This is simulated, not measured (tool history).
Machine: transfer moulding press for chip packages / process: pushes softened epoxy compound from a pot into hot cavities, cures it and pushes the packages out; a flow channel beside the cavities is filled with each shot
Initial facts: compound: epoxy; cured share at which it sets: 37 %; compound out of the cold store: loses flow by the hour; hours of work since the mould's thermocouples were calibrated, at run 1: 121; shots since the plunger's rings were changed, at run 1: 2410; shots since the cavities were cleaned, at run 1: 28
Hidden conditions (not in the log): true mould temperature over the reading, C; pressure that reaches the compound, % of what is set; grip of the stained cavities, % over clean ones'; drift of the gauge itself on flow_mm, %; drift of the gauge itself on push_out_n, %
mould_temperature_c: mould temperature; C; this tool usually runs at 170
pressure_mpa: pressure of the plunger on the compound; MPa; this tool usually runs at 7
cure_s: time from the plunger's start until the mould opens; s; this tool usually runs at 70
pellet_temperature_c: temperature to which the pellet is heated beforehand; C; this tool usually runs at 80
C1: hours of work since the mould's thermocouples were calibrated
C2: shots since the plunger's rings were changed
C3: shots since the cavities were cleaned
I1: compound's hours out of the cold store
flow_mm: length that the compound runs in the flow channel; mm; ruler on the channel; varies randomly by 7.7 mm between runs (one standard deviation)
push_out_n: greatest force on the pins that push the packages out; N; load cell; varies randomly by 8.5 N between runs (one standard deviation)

Run 1, day 0: usual settings; C1 121; C2 2410; C3 28; I1 47.9. Result: flow_mm 850 mm, push_out_n 377 N.
Run 2, day 0.725: usual settings; C1 130; C2 2589; C3 207; I1 14.8. Result: flow_mm 928 mm, push_out_n 396 N.
Run 3, day 1.338: usual settings but pellet_temperature_c 78 C; C1 136; C2 2741; C3 359; I1 40.6. Result: flow_mm 871 mm, push_out_n 373 N.
Run 4, day 1.65: usual settings but pressure_mpa 5.39 MPa; C1 140; C2 2819; C3 437; I1 42.1. Result: flow_mm 763 mm, push_out_n 380 N.
Run 5, day 1.958: usual settings but cure_s 63 s; C1 143; C2 2894; C3 512; I1 10.5. Result: flow_mm 934 mm, push_out_n 453 N.
Run 6, day 2.562: usual settings but cure_s 63 s; C1 150; C2 3044; C3 662; I1 14.6. Result: flow_mm 925 mm, push_out_n 463 N.
At day 3.338: cavities cleaned with cleaning compound and waxed.
Run 7, day 3.338: usual settings; C1 158; C2 3221; C3 0; I1 20.3. Result: flow_mm 908 mm, push_out_n 386 N.
Run 8, day 3.804: usual settings; C1 164; C2 3336; C3 115; I1 14. Result: flow_mm 927 mm, push_out_n 391 N.
Run 9, day 4.425: usual settings but pellet_temperature_c 87 C; C1 171; C2 3490; C3 269; I1 17.8. Result: flow_mm 916 mm, push_out_n 378 N.
Run 10, day 4.958: usual settings but mould_temperature_c 171 C; C1 177; C2 3622; C3 401; I1 30.4. Result: flow_mm 897 mm, push_out_n 363 N.
Run 11, day 5.6: usual settings; C1 184; C2 3781; C3 560; I1 36.9. Result: flow_mm 875 mm, push_out_n 364 N.
Run 12, day 5.967: usual settings but cure_s 98 s, pellet_temperature_c 84 C; C1 188; C2 3871; C3 650; I1 9.8. Result: flow_mm 931 mm, push_out_n 323 N.
Run 13, day 6.342: usual settings but mould_temperature_c 177 C, pressure_mpa 5.78 MPa, cure_s 106 s, pellet_temperature_c 84 C; C1 192; C2 3963; C3 742; I1 36.8. Result: flow_mm 767 mm, push_out_n 320 N.
At day 6.796: cavities cleaned with cleaning compound and waxed.
Run 14, day 6.796: usual settings but mould_temperature_c 175 C, pressure_mpa 8.45 MPa, pellet_temperature_c 75 C; C1 197; C2 4061; C3 0; I1 29.6. Result: flow_mm 945 mm, push_out_n 340 N.
Run 15, day 7.492: usual settings but mould_temperature_c 175 C, pressure_mpa 8.45 MPa, pellet_temperature_c 75 C; C1 205; C2 4233; C3 172; I1 45.3. Result: flow_mm 914 mm, push_out_n 327 N.
Run 16, day 8.183: usual settings but mould_temperature_c 175 C, pressure_mpa 8.09 MPa, pellet_temperature_c 75 C; C1 213; C2 4404; C3 343; I1 13.5. Result: flow_mm 986 mm, push_out_n 345 N.
Run 17, day 8.879: usual settings but mould_temperature_c 176 C, pellet_temperature_c 78 C; C1 220; C2 4576; C3 515; I1 9.1. Result: flow_mm 921 mm, push_out_n 337 N.
Run 18, day 9.412: usual settings but mould_temperature_c 171 C, pressure_mpa 7.63 MPa, pellet_temperature_c 74 C; C1 226; C2 4708; C3 647; I1 12.1. Result: flow_mm 982 mm, push_out_n 390 N.
Run 19, day 10.029: usual settings but mould_temperature_c 176 C, pressure_mpa 6.61 MPa, cure_s 61 s, pellet_temperature_c 85 C; C1 233; C2 4861; C3 800; I1 30.5. Result: flow_mm 851 mm, push_out_n 370 N.
At day 10.283: cavities cleaned with cleaning compound and waxed.
Run 20, day 10.571: usual settings but mould_temperature_c 166 C, pressure_mpa 6.61 MPa, cure_s 61 s, pellet_temperature_c 85 C; C1 239; C2 4980; C3 71; I1 8.4. Result: flow_mm 942 mm, push_out_n 648 N.
Run 21, day 11.212: usual settings but mould_temperature_c 162 C, pressure_mpa 7.1 MPa, cure_s 64 s, pellet_temperature_c 71 C; C1 246; C2 5139; C3 230; I1 9.6. Result: flow_mm 983 mm, push_out_n 809 N.
Run 22, day 11.7: usual settings but pressure_mpa 5.76 MPa, cure_s 55 s, pellet_temperature_c 81 C; C1 252; C2 5259; C3 350; I1 20.9. Result: flow_mm 824 mm, push_out_n 595 N.

4 ways to go on from here, each from the tool as it stands after run 22. What would each give?
Run A, day 12.417: usual settings but pressure_mpa 5.76 MPa, cure_s 69 s, pellet_temperature_c 81 C; C1 260; C2 5437; C3 528; I1 47. Result: flow_mm ?, push_out_n ?.
Run B, day 12.417: usual settings but mould_temperature_c 164 C, pressure_mpa 8.53 MPa; C1 260; C2 5437; C3 528; I1 33.4. Result: flow_mm ?, push_out_n ?.
Run C, day 12.417: usual settings but pressure_mpa 6.44 MPa, cure_s 55 s, pellet_temperature_c 90 C; C1 260; C2 5437; C3 528; I1 31.1. Result: flow_mm ?, push_out_n ?.
Run D, day 12.417: usual settings but pressure_mpa 5.49 MPa, pellet_temperature_c 81 C; C1 260; C2 5437; C3 528; I1 35.6. Result: flow_mm ?, push_out_n ?.

run  flow_mm  push_out_n
  A      784         392
  B     1017         543
  C      851         584
  D      771         387
What these runs would have given with no unlogged condition in the tool:
run  flow_mm  push_out_n
  A      786         387
  B     1020         535
  C      854         576
  D      773         381
